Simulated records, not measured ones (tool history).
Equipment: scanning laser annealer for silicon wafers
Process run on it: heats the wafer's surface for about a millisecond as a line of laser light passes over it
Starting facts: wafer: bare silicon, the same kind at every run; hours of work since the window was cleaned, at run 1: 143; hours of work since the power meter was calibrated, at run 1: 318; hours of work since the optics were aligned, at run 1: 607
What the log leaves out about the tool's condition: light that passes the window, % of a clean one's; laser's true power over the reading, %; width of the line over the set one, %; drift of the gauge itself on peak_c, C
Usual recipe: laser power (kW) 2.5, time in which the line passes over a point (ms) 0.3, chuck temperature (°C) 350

run     day  laser power (kW)  time in which the line passes over a point (ms)  chuck temperature (°C)  hours of work since the window was cleaned  hours of work since the power meter was calibrated  hours of work since the optics were aligned  highest temperature of the surface (°C)
  1       0               2.5                                              0.3                     350                                         143                                                 318                                          607                                     1107
  2   1.796             2.331                                              0.3                     350                                         170                                                 345                                          633                                     1041
  3   2.729               2.5                                              0.3                     350                                         184                                                 359                                          647                                     1109
  4   3.675               2.5                                              0.3                     358                                         198                                                 373                                          661                                     1119
  5   4.979               2.5                                              0.3                     358                                         217                                                 392                                          681                                     1118
  6   6.604               2.5                                              0.3                     358                                         241                                                 416                                          705                                     1114
  7   7.838               2.5                                              0.3                     350                                         260                                                 435                                          723                                     1105
  8   9.396               2.5                                            0.345                     350                                         283                                                 458                                          746                                     1160
  9   10.45               2.5                                            0.345                     350                                         298                                                 474                                          762                                     1162
 10  12.362             2.262                                              0.3                     350                                         327                                                 502                                          790                                     1013
 11  14.162             2.734                                            0.239                     350                                         354                                                 529                                          817                                     1110
 12  16.167             2.734                                            0.239                     350                                         383                                                 558                                          847                                     1115
 13  17.062             2.734                                            0.239                     350                                         396                                                 572                                          860                                     1115
 14  18.179             2.173                                            0.247                     380                                         413                                                 588                                          876                                      950
 15  20.079             2.184                                             0.23                     350                                         441                                                 616                                          905                                      900
 16  21.642             2.426                                              0.3                     361                                         464                                                 640                                          928                                     1091
 17  22.733             2.455                                              0.3                     337                                         481                                                 656                                          944                                     1077
 18  23.842             2.455                                              0.3                     337                                         497                                                 672                                          960                                     1077

Consider 5 possible next runs. They are alternatives, not a sequence: every one starts from the tool as it was left by run 18. What does each give?
  A  25.358             2.459                                            0.302                     376                                         520                                                 695                                          983                                        ?
  B  25.358             2.455                                              0.3                     346                                         520                                                 695                                          983                                        ?
  C  25.358             2.506                                            0.299                     320                                         520                                                 695                                          983                                        ?
  D  25.358             2.455                                            0.325                     314                                         520                                                 695                                          983                                        ?
  E  25.358              2.64                                            0.275                     350                                         520                                                 695                                          983                                        ?

run  highest temperature of the surface (°C)
  A                                     1118
  B                                     1086
  C                                     1078
  D                                     1087
  E                                     1131
The same runs, with their run-to-run variation unchanged, on a tool lacking any hidden condition would have given:
run  highest temperature of the surface (°C)
  A                                     1119
  B                                     1087
  C                                     1079
  D                                     1087
  E                                     1131
